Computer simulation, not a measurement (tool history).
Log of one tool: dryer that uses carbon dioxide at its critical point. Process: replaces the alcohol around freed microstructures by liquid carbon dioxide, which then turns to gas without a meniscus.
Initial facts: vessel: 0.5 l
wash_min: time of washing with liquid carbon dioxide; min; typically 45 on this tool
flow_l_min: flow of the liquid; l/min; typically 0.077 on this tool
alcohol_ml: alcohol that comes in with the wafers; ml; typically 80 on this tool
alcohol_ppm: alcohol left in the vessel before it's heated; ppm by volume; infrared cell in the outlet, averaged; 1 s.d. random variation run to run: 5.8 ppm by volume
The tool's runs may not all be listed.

run   hour  wash_min  flow_l_min  alcohol_ml  alcohol_ppm
  1      0        45       0.077          80          253
  2   14.5        45       0.077          80          259
  3   25.6        45       0.077          80          263
  4   35.1        45       0.077          80          290
  5   45.2        53       0.077          80          128
  6   60.6        53       0.077          80          132
  7   74.2        39       0.077          80          607
  8   88.7        47       0.077          80          234
  9  102.8        47       0.077          80          246
 10  113.9        47       0.077          80          269
 11  123.1        47       0.077          80          263
 12  131.9        45      0.0706          80          498
 13  140.6        45      0.0848          80          210
 14  152.6        56       0.077          80          141
 15  160.9        45       0.077          79          337
 16  178.9        45       0.077          79          337
 17  191.4        45       0.077          79          368
 18    199        45       0.077          79          354
 19  208.6        45       0.077          79          356
 20  227.1        45       0.077          79          376
 21  235.4        45       0.077          79          379
 22  249.7        45       0.077          79          411
 23  261.3        45       0.077          79          402
 24  277.6        45       0.077          79          406
 25  291.7        50      0.0662          63          437
 26  305.2        50      0.0662          63          434
 27  317.6        45       0.077          91          487
 28  325.8        45       0.077          91          487
 29  334.9        36      0.0661          80         2471
 30  346.1        60      0.0674          34          156
 31  359.2        60      0.0674          34          162
 32  374.3        70      0.0542          31          199
 33  383.7        70      0.0542          31          194
 34  393.6        70      0.0542          31          204
 35  404.4        43       0.077          54          442
 36  415.7        29      0.1258          43          265
 37  430.1        42      0.0596          56         1655
 38  441.6        28      0.0682          20         1647
 39  450.7        28      0.0682          20         1673
 40  464.7        28      0.0682          35         2816
 41  477.3        28      0.0682          35         2789
 42  495.3        28      0.0682          35         2866
 43  509.9        45      0.0864          80          355
 44  528.8        45      0.0864          80          369
 45  547.3        45      0.0864          80          389
 46  556.2        45      0.0864          80          392
     566.8  -- inlet filter changed
 47  575.5        45      0.1254          80          140

Forecast each of these 3 alternatives for the next run:
  A  590.3        46       0.104          68            ?
  B  590.3        45      0.0604          80            ?
  C  590.3        46      0.1173          68            ?

run  alcohol_ppm
  A          151
  B         1008
  C          144
Had the tool no hidden state, the same runs would have come out as:
run  alcohol_ppm
  A           14
  B          840
  C           12

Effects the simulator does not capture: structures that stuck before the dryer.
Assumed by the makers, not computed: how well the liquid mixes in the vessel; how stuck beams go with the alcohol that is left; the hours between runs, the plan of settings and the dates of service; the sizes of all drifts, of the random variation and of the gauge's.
